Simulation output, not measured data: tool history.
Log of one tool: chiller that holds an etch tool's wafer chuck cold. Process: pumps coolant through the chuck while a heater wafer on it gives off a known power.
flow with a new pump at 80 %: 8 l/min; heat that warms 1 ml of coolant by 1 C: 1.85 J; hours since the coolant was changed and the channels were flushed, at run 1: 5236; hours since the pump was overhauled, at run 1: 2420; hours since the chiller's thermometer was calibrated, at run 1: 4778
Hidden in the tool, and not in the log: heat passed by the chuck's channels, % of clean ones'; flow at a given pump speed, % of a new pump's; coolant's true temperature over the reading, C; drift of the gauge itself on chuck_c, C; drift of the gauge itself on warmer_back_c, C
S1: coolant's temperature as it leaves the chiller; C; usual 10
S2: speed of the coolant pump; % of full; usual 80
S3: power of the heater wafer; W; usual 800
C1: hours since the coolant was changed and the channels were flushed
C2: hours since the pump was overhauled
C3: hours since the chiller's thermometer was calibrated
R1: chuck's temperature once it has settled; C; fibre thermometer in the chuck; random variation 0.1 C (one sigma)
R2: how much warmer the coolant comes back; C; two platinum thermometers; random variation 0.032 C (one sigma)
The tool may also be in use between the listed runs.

Run 1, hour 0: usual settings; C1 5236; C2 2420; C3 4778. Result: R1 19.9 C, R2 3.38 C.
Run 2, hour 31.8: usual settings; C1 5268; C2 2452; C3 4810. Result: R1 19.7 C, R2 3.3 C.
Run 3, hour 98.2: usual settings; C1 5334; C2 2518; C3 4877. Result: R1 19.8 C, R2 3.41 C.
Run 4, hour 134.2: usual settings; C1 5370; C2 2554; C3 4913. Result: R1 19.5 C, R2 3.39 C.
Run 5, hour 180.6: usual settings; C1 5417; C2 2601; C3 4959. Result: R1 19.8 C, R2 3.41 C.
Run 6, hour 228.5: usual settings but S1 20 C; C1 5465; C2 2649; C3 5007. Result: R1 29.7 C, R2 3.4 C.
At hour 237.9: coolant changed, channels flushed.
Run 7, hour 277.3: usual settings but S1 20 C; C1 39; C2 2691; C3 5050. Result: R1 28.8 C, R2 3.42 C.
Run 8, hour 313.4: usual settings but S1 20 C; C1 75; C2 2728; C3 5086. Result: R1 29 C, R2 3.39 C.
Run 9, hour 354.8: usual settings but S1 20 C; C1 117; C2 2769; C3 5127. Result: R1 29 C, R2 3.39 C.
Run 10, hour 401.2: usual settings but S3 911 W; C1 163; C2 2815; C3 5174. Result: R1 20.4 C, R2 3.82 C.
Run 11, hour 446.9: usual settings but S2 81 % of full; C1 209; C2 2861; C3 5219. Result: R1 18.9 C, R2 3.38 C.
Run 12, hour 484.9: usual settings but S2 81 % of full; C1 247; C2 2899; C3 5257. Result: R1 18.9 C, R2 3.27 C.
Run 13, hour 550.4: usual settings but S2 81 % of full; C1 312; C2 2965; C3 5323. Result: R1 19 C, R2 3.32 C.
Run 14, hour 592.5: usual settings but S1 7 C, S2 81 % of full; C1 355; C2 3007; C3 5365. Result: R1 16.1 C, R2 3.3 C.
Run 15, hour 627.1: usual settings but S2 79 % of full; C1 389; C2 3041; C3 5400. Result: R1 19.3 C, R2 3.46 C.
Run 16, hour 692.1: usual settings but S2 79 % of full; C1 454; C2 3106; C3 5464. Result: R1 19.1 C, R2 3.49 C.
Run 17, hour 737.3: usual settings but S1 15 C, S3 722 W; C1 499; C2 3151; C3 5510. Result: R1 23.4 C, R2 3.07 C.
Run 18, hour 766.8: usual settings but S1 14 C, S2 98 % of full, S3 467 W; C1 529; C2 3181; C3 5539. Result: R1 18.8 C, R2 1.6 C.
Run 19, hour 814.2: usual settings but S2 85 % of full; C1 576; C2 3228; C3 5587. Result: R1 18.7 C, R2 3.19 C.
Run 20, hour 875.6: usual settings but S2 85 % of full; C1 638; C2 3290; C3 5648. Result: R1 18.7 C, R2 3.19 C.
Run 21, hour 916.4: usual settings but S2 77 % of full, S3 737 W; C1 678; C2 3331; C3 5689. Result: R1 18.8 C, R2 3.28 C.
Run 22, hour 958.7: usual settings but S1 0 C, S3 598 W; C1 721; C2 3373; C3 5731. Result: R1 7.1 C, R2 2.56 C.
Run 23, hour 1026.1: usual settings but S1 1 C, S3 783 W; C1 788; C2 3440; C3 5799. Result: R1 10 C, R2 3.34 C.
Run 24, hour 1065.1: usual settings but S1 2 C, S2 73 % of full, S3 783 W; C1 827; C2 3479; C3 5837. Result: R1 11.8 C, R2 3.67 C.
Run 25, hour 1115.6: usual settings but S1 16 C, S2 73 % of full, S3 1026 W; C1 878; C2 3530; C3 5888. Result: R1 28.4 C, R2 4.86 C.

Forecast run 26:
At hour 1130.1: chiller's thermometer calibrated.
Run 26, hour 1164.4: usual settings but S1 13 C, S2 82 % of full, S3 1026 W; C1 926; C2 3578; C3 34. Result: R1 ?, R2 ?.

R1: 23.6 C
R2: 4.26 C
Without the tool's hidden state the same run would have given R1 22.9 C, R2 4.01 C.
